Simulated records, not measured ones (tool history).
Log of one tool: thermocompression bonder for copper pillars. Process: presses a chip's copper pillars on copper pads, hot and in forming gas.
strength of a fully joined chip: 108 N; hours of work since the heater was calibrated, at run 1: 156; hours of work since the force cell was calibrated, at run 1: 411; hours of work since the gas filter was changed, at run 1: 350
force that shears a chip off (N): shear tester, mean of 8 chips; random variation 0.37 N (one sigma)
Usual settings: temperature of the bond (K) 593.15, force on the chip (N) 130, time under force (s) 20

run,hour,temperature of the bond (K),force on the chip (N),time under force (s),hours of work since the heater was calibrated,hours of work since the force cell was calibrated,hours of work since the gas filter was changed,force that shears a chip off (N)
1,0,593.15,130,20,156,411,350,44.7
2,38.3,593.15,130,20,187,441,380,45.5
3,60.2,593.15,130,20,204,459,397,44.6
4,106.6,593.15,130,20,241,495,434,44.7
# hour 115.4: forming gas filter changed
5,144.1,593.15,156,20,270,525,23,56.4
6,187,593.15,156,19,304,559,57,55.8
7,217,593.15,130,20,328,582,80,48.4
8,242.7,593.15,130,20,348,603,101,49.1
9,268.2,593.15,130,20,368,623,121,48.7
# hour 272.1: force cell calibrated
10,297.5,593.15,130,20,390,20,143,46.8
11,329.6,593.15,130,20,416,46,169,46.7
# hour 368.9: force cell calibrated, once more
12,378.3,610.15,80,48,453,7,206,53.7
13,402.3,610.15,176,48,472,26,225,86.1
14,434.6,593.15,97,12,498,52,251,31.3
15,471.9,593.15,86,12,527,82,280,28.2
16,493.7,611.15,136,20,545,99,297,60.4
17,543.4,582.15,143,12,584,138,337,39.8
18,575.8,582.15,143,12,610,164,362,40.2
19,603.2,578.15,110,47,632,186,384,49.6
20,634.6,615.15,175,29,656,211,409,78.7
# hour 673.8: forming gas filter changed
21,684.6,615.15,175,29,696,250,9,86.6
22,726.9,615.15,175,29,729,283,42,85.8

4 ways to go on from here, each from the tool as it stands after run 22. What would each give?
A,769.9,571.15,86,31,763,317,76,?
B,769.9,587.15,124,18,763,317,76,?
C,769.9,569.15,155,17,763,317,76,?
D,769.9,592.15,175,29,763,317,76,?

run,force that shears a chip off (N)
A,33.6
B,46.9
C,45.3
D,74.2
Without the tool's hidden state the same runs would have given:
run,force that shears a chip off (N)
A,29.8
B,42.5
C,40.6
D,69.5
